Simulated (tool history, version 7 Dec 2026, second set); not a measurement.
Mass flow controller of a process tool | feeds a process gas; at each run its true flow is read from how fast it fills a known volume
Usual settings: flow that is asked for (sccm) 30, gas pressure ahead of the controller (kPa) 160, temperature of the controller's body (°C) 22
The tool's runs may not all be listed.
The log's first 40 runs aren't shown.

| run | hour | flow that is asked for (sccm) | gas pressure ahead of the controller (kPa) | temperature of the controller's body (°C) | hours of work since the controller was set to zero | hours of work since the controller was changed | true flow (%) |
|---|---|---|---|---|---|---|---|
| 41 | 6514.8 | 30 | 160 | 27 | 1042 | 4788 | 100.02 |
| 42 | 6724.2 | 30 | 160 | 40 | 1147 | 4892 | 99.26 |
| 43 | 6894.8 | 30 | 160 | 40 | 1231 | 4977 | 99.44 |
| 44 | 7088.2 | 30 | 210 | 40 | 1328 | 5073 | 98.91 |
| 45 | 7307.5 | 59 | 276 | 36 | 1437 | 5182 | 99.30 |
| 46 | 7459.3 | 59 | 276 | 36 | 1512 | 5258 | 99.27 |
| 47 | 7689.5 | 59 | 276 | 36 | 1627 | 5372 | 99.31 |
| 48 | 7911.9 | 18 | 160 | 30 | 1738 | 5483 | 98.83 |

Forecast each of these 4 alternatives for the next run:
| A | 8102.7 | 24 | 151 | 31 | 1833 | 5578 | ? |
| B | 8102.7 | 30 | 160 | 21 | 1833 | 5578 | ? |
| C | 8102.7 | 18 | 241 | 30 | 1833 | 5578 | ? |
| D | 8102.7 | 49 | 160 | 35 | 1833 | 5578 | ? |

| run | true flow (%) |
|---|---|
| A | 99.25 |
| B | 100.02 |
| C | 98.06 |
| D | 99.84 |
Without the tool's hidden state the same runs would have given:
| run | true flow (%) |
|---|---|
| A | 99.76 |
| B | 100.20 |
| C | 99.13 |
| D | 99.50 |
